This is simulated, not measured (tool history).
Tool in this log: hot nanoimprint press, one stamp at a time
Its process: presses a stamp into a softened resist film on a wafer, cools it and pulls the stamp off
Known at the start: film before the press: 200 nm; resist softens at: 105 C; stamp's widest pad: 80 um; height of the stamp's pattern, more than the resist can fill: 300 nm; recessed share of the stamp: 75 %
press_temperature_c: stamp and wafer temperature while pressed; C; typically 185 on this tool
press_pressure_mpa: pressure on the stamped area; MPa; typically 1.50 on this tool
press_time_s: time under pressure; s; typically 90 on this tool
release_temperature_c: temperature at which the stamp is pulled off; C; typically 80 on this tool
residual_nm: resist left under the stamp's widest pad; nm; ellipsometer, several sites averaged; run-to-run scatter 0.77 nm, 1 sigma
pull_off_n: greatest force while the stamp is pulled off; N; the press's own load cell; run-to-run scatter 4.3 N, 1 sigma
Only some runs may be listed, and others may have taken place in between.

run   hour  press_temperature_c  press_pressure_mpa  press_time_s  release_temperature_c  residual_nm  pull_off_n
  1    0.0                  185                1.50            90                     80         98.9         221
  2   13.7                  185                1.50            90                     80         98.3         230
  3   32.9                  185                2.16            90                     80         80.7         233
  4   51.8                  185                1.09            90                     80        117.3         245
  5   67.6                  185                1.09            90                     80        117.8         248
      84.3  -- stamp cleaned and given a new release coat
  6   86.2                  185                1.09            90                     80        117.5         210
  7  106.0                  176                1.50            90                     80        125.1         232
  8  117.4                  185                1.50            90                     80         99.2         220
  9  128.8                  178                1.50            90                     80        118.8         234
 10  141.7                  178                1.50            90                     80        118.7         237
 11  150.3                  185                1.50            90                     80         99.2         252
     176.7  -- stamp cleaned and given a new release coat
 12  176.7                  185                1.22            90                     80        112.5         210
 13  194.8                  190                1.50            90                     80         86.8         210
 14  213.0                  190                1.50            90                     80         88.6         228
     229.3  -- plate thermocouple calibrated
 15  235.6                  176                1.50            90                     80        127.2         247
 16  256.4                  185                2.11            90                     73         83.3         266
     272.0  -- stamp cleaned and given a new release coat
     283.2  -- plate thermocouple calibrated, once more
 17  285.7                  185                2.11           112                     73         74.7         227
 18  297.1                  185                2.11           112                     73         75.5         233
 19  317.6                  185                2.11           112                     73         74.4         243
 20  337.7                  185                1.50            73                     80        104.8         239
 21  348.3                  185                1.50            73                     80        105.2         252
     367.5  -- stamp cleaned and given a new release coat
 22  369.5                  185                1.50            73                     80        105.8         215
 23  383.0                  193                2.34            90                     84         61.2         209
 24  403.7                  193                2.34            90                     84         61.3         225
 25  423.6                  193                2.34            90                     84         63.4         234
 26  437.5                  195                1.50            64                     80         86.7         244
 27  446.6                  195                1.50            64                     80         86.0         261
     460.2  -- stamp cleaned and given a new release coat
 28  468.5                  185                1.50           162                     80         80.9         210
 29  477.3                  185                1.19           162                     87         93.2         202

Forecast each of these 5 alternatives for the next run:
  A  493.7                  194                1.50            86                     80            ?           ?
  B  493.7                  192                1.19           162                     87            ?           ?
  C  493.7                  181                1.96            90                     80            ?           ?
  D  493.7                  179                1.19           162                     87            ?           ?
  E  493.7                  185                1.86            48                     84            ?           ?

run  residual_nm  pull_off_n
  A         79.9         225
  B         78.9         217
  C         97.2         230
  D        110.4         209
  E        105.0         221
Had the tool no hidden state, the same runs would have come out as:
run  residual_nm  pull_off_n
  A         77.7         206
  B         77.0         200
  C         94.0         212
  D        107.8         192
  E        101.9         203

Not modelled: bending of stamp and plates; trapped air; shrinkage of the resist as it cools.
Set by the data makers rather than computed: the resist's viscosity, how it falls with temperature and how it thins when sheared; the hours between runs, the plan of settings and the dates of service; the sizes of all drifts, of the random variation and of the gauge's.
